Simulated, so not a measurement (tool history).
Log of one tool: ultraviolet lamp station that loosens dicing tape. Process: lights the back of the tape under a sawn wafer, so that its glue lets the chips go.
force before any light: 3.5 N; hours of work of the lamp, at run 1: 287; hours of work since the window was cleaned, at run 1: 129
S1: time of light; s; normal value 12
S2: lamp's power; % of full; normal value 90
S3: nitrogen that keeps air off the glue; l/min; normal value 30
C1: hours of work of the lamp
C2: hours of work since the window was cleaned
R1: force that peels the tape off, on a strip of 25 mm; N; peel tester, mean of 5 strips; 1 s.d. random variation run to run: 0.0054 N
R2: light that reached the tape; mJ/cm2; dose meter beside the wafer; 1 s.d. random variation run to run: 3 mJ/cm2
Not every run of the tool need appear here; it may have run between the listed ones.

run 1 hour=0.0 | S1=12 S2=90 S3=30 | C1=287 C2=129 | R1=0.162 R2=370
run 2 hour=63.2 | S1=18 S2=90 S3=30 | C1=315 C2=156 | R1=0.083 R2=536
run 3 hour=102.7 | S1=18 S2=90 S3=30 | C1=332 C2=174 | R1=0.080 R2=528
run 4 hour=161.3 | S1=18 S2=90 S3=30 | C1=358 C2=200 | R1=0.090 R2=511
run 5 hour=210.1 | S1=18 S2=90 S3=30 | C1=380 C2=221 | R1=0.091 R2=497
-- hour=234.7 window cleaned of glue's vapour
run 6 hour=256.6 | S1=16 S2=90 S3=30 | C1=400 C2=10 | R1=0.090 R2=524
run 7 hour=294.2 | S1=12 S2=90 S3=30 | C1=416 C2=26 | R1=0.156 R2=390
run 8 hour=349.1 | S1=12 S2=90 S3=30 | C1=440 C2=50 | R1=0.146 R2=379
run 9 hour=390.9 | S1=12 S2=90 S3=30 | C1=459 C2=69 | R1=0.152 R2=370
run 10 hour=426.2 | S1=12 S2=90 S3=30 | C1=474 C2=84 | R1=0.156 R2=365
run 11 hour=468.9 | S1=12 S2=90 S3=49 | C1=493 C2=103 | R1=0.127 R2=353
run 12 hour=504.7 | S1=12 S2=90 S3=49 | C1=509 C2=119 | R1=0.126 R2=348
run 13 hour=560.9 | S1=12 S2=90 S3=49 | C1=534 C2=143 | R1=0.134 R2=336
run 14 hour=603.4 | S1=12 S2=90 S3=49 | C1=552 C2=162 | R1=0.137 R2=331
run 15 hour=659.4 | S1=12 S2=90 S3=49 | C1=577 C2=187 | R1=0.156 R2=319
run 16 hour=691.6 | S1=12 S2=90 S3=30 | C1=591 C2=201 | R1=0.210 R2=317
run 17 hour=739.5 | S1=12 S2=90 S3=30 | C1=612 C2=222 | R1=0.221 R2=307
-- hour=759.4 window cleaned of glue's vapour
run 18 hour=784.0 | S1=12 S2=90 S3=30 | C1=631 C2=11 | R1=0.157 R2=365
run 19 hour=846.2 | S1=12 S2=90 S3=30 | C1=659 C2=38 | R1=0.171 R2=359
run 20 hour=881.9 | S1=12 S2=73 S3=30 | C1=674 C2=54 | R1=0.274 R2=284
run 21 hour=921.5 | S1=12 S2=73 S3=30 | C1=692 C2=71 | R1=0.286 R2=276
run 22 hour=983.2 | S1=12 S2=72 S3=30 | C1=719 C2=98 | R1=0.321 R2=264
run 23 hour=1044.1 | S1=11 S2=62 S3=17 | C1=746 C2=125 | R1=0.742 R2=198
run 24 hour=1106.6 | S1=11 S2=62 S3=17 | C1=773 C2=153 | R1=0.755 R2=201
run 25 hour=1166.5 | S1=22 S2=62 S3=21 | C1=800 C2=179 | R1=0.195 R2=377
run 26 hour=1198.0 | S1=12 S2=81 S3=16 | C1=813 C2=193 | R1=0.498 R2=266
run 27 hour=1250.0 | S1=15 S2=65 S3=49 | C1=836 C2=216 | R1=0.247 R2=257
-- hour=1288.2 window cleaned of glue's vapour
run 28 hour=1290.9 | S1=14 S2=71 S3=13 | C1=854 C2=1 | R1=0.418 R2=316
run 29 hour=1341.3 | S1=12 S2=86 S3=31 | C1=876 C2=23 | R1=0.201 R2=319
run 30 hour=1375.4 | S1=15 S2=97 S3=17 | C1=891 C2=38 | R1=0.158 R2=442
run 31 hour=1426.4 | S1=8 S2=80 S3=38 | C1=914 C2=61 | R1=0.502 R2=192
run 32 hour=1488.0 | S1=18 S2=84 S3=10 | C1=941 C2=88 | R1=0.273 R2=436
run 33 hour=1540.9 | S1=12 S2=82 S3=31 | C1=964 C2=111 | R1=0.278 R2=276
run 34 hour=1580.4 | S1=12 S2=82 S3=31 | C1=981 C2=128 | R1=0.295 R2=269
run 35 hour=1632.0 | S1=7 S2=65 S3=51 | C1=1004 C2=151 | R1=0.898 R2=122
run 36 hour=1667.2 | S1=13 S2=68 S3=51 | C1=1019 C2=167 | R1=0.302 R2=232
run 37 hour=1706.6 | S1=13 S2=68 S3=51 | C1=1037 C2=184 | R1=0.290 R2=224
run 38 hour=1764.2 | S1=8 S2=68 S3=50 | C1=1062 C2=209 | R1=0.763 R2=133
-- hour=1812.9 window cleaned of glue's vapour
run 39 hour=1816.6 | S1=14 S2=70 S3=50 | C1=1085 C2=2 | R1=0.186 R2=285
run 40 hour=1874.9 | S1=10 S2=97 S3=32 | C1=1111 C2=27 | R1=0.286 R2=277
run 41 hour=1911.4 | S1=10 S2=97 S3=32 | C1=1127 C2=43 | R1=0.291 R2=268
run 42 hour=1938.2 | S1=11 S2=90 S3=30 | C1=1138 C2=55 | R1=0.297 R2=274
run 43 hour=2003.2 | S1=14 S2=86 S3=16 | C1=1167 C2=84 | R1=0.346 R2=322

A few steps of R1 between consecutive runs. Split each: what settings, incoming material and random variation would produce without the hidden state, and what is left over for the hidden state, along with gauge scatter present in only one of the two compared results (measured, and without hidden state):
Hidden state present: lamp's light, % of a new lamp's; light that the window lets through, % of a clean one's; drift of the gauge itself on peel_n, %; drift of the gauge itself on dose_mj_cm2, %.
Run 34 -> 35: S1 12 -> 7, S2 82 -> 65, S3 31 -> 51. R1 +0.603 N: hidden state +0.282, all else +0.321.
Run 35 -> 36: S1 7 -> 13, S2 65 -> 68. R1 -0.596 N: hidden state -0.267, all else -0.329.
Run 37 -> 38: S1 13 -> 8, S3 51 -> 50. R1 +0.473 N: hidden state +0.276, all else +0.197.
Run 38 -> 39: S1 8 -> 14, S2 68 -> 70, window cleaned of glue's vapour. R1 -0.577 N: hidden state -0.373, all else -0.204.

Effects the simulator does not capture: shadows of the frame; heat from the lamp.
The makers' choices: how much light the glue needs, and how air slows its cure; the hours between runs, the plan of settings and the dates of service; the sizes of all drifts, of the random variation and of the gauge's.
